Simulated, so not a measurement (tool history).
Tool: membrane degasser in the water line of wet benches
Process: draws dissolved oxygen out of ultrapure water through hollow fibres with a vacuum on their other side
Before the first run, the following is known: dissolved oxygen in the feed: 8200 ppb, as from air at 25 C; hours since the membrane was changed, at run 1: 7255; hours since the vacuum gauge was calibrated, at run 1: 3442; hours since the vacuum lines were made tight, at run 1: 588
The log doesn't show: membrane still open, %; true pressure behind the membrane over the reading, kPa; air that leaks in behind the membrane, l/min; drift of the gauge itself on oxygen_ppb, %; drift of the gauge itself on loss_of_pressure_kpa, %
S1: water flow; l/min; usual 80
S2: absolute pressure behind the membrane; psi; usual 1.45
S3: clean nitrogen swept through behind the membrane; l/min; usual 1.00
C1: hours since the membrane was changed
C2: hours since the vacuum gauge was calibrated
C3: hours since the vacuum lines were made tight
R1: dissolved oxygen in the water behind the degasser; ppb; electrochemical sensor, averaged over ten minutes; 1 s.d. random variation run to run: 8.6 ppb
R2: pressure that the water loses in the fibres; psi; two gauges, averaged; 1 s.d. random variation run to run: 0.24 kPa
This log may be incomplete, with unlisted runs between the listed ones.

| run | hour | S1 | S2 | S3 | C1 | C2 | C3 | R1 | R2 |
|---|---|---|---|---|---|---|---|---|---|
| 1 | 0.0 | 80 | 1.45 | 1.00 | 7255 | 3442 | 588 | 849.1 | 9.004 |
| 2 | 183.4 | 80 | 1.45 | 1.00 | 7439 | 3625 | 771 | 856.0 | 9.014 |
| 3 | 328.7 | 80 | 1.45 | 1.00 | 7584 | 3770 | 916 | 860.4 | 9.059 |
| 4 | 435.6 | 80 | 1.45 | 1.00 | 7691 | 3877 | 1023 | 851.5 | 9.039 |
| 5 | 629.0 | 80 | 1.45 | 1.00 | 7884 | 4071 | 1217 | 866.8 | 9.074 |
| 6 | 781.4 | 80 | 1.45 | 0.94 | 8037 | 4223 | 1369 | 885.0 | 9.017 |
| 7 | 892.4 | 80 | 1.45 | 0.94 | 8148 | 4334 | 1480 | 891.0 | 9.045 |
| 8 | 1008.2 | 80 | 1.45 | 0.94 | 8264 | 4450 | 1596 | 885.1 | 9.047 |
| 9 | 1214.7 | 80 | 1.45 | 1.00 | 8470 | 4656 | 1802 | 871.8 | 9.087 |
| 10 | 1393.7 | 80 | 1.45 | 1.00 | 8649 | 4835 | 1981 | 861.5 | 9.063 |
| 11 | 1584.9 | 80 | 1.64 | 1.00 | 8840 | 5026 | 2173 | 1002.4 | 9.071 |
| 12 | 1676.5 | 80 | 1.64 | 1.00 | 8932 | 5118 | 2264 | 997.5 | 9.004 |
| 13 | 1817.0 | 80 | 1.45 | 1.00 | 9072 | 5259 | 2405 | 853.2 | 8.998 |
| 14 | 2021.7 | 80 | 1.45 | 1.00 | 9277 | 5463 | 2610 | 869.7 | 9.007 |
| 15 | 2153.7 | 80 | 1.45 | 1.00 | 9409 | 5595 | 2741 | 853.6 | 9.091 |
| 16 | 2290.2 | 80 | 1.45 | 1.00 | 9546 | 5732 | 2878 | 859.9 | 9.050 |
| 17 | 2387.3 | 80 | 1.45 | 1.00 | 9643 | 5829 | 2975 | 856.4 | 9.062 |
| 18 | 2489.3 | 80 | 1.45 | 1.00 | 9745 | 5931 | 3077 | 867.9 | 9.027 |
| 19 | 2679.9 | 57 | 1.70 | 0.91 | 9935 | 6122 | 3268 | 877.8 | 6.419 |
| 20 | 2868.7 | 80 | 1.45 | 2.44 | 10124 | 6310 | 3456 | 457.1 | 8.998 |
| 21 | 2969.6 | 80 | 1.45 | 0.43 | 10225 | 6411 | 3557 | 1332.0 | 9.088 |
| 22 | 3168.2 | 80 | 1.45 | 0.43 | 10424 | 6610 | 3756 | 1370.0 | 9.033 |
| 23 | 3268.2 | 63 | 3.54 | 0.43 | 10524 | 6710 | 3856 | 3090.0 | 7.137 |
| 24 | 3372.9 | 80 | 3.44 | 1.00 | 10628 | 6814 | 3961 | 2205.4 | 9.069 |
| 25 | 3494.0 | 80 | 1.35 | 1.00 | 10749 | 6936 | 4082 | 771.6 | 9.036 |
| 26 | 3710.6 | 80 | 1.35 | 1.00 | 10966 | 7152 | 4298 | 763.4 | 9.001 |
| 27 | 3858.1 | 123 | 1.45 | 1.00 | 11114 | 7300 | 4446 | 1139.1 | 13.944 |
| 28 | 3999.8 | 62 | 1.06 | 1.00 | 11255 | 7441 | 4588 | 449.0 | 7.036 |
| 29 | 4199.6 | 59 | 1.45 | 0.48 | 11455 | 7641 | 4787 | 1097.0 | 6.721 |
| 30 | 4374.6 | 87 | 1.78 | 0.56 | 11630 | 7816 | 4962 | 1668.0 | 9.906 |
| 31 | 4530.9 | 86 | 1.04 | 0.55 | 11786 | 7973 | 5119 | 779.9 | 9.722 |
| 32 | 4717.6 | 57 | 1.12 | 2.69 | 11973 | 8159 | 5305 | 207.6 | 6.463 |
| 33 | 4808.9 | 55 | 2.80 | 0.49 | 12064 | 8250 | 5397 | 2167.0 | 6.195 |

What if the next run were any one of these 3? Each begins from the tool's condition after run 33:
|  | 4828.5 | vacuum gauge calibrated |
| A | 4966.9 | 80 | 1.02 | 0.46 | 12222 | 138 | 5554 | ? | ? |
|  | 4828.5 | vacuum gauge calibrated |
| B | 4966.9 | 70 | 1.75 | 1.00 | 12222 | 138 | 5554 | ? | ? |
|  | 4828.5 | vacuum gauge calibrated |
| C | 4966.9 | 66 | 1.57 | 0.49 | 12222 | 138 | 5554 | ? | ? |

| run | R1 | R2 |
|---|---|---|
| A | 767.6 | 9.061 |
| B | 1000.7 | 7.907 |
| C | 1262.1 | 7.439 |
Without the tool's hidden state the same runs would have given:
| run | R1 | R2 |
|---|---|---|
| A | 767.6 | 9.034 |
| B | 1000.7 | 7.884 |
| C | 1262.3 | 7.417 |
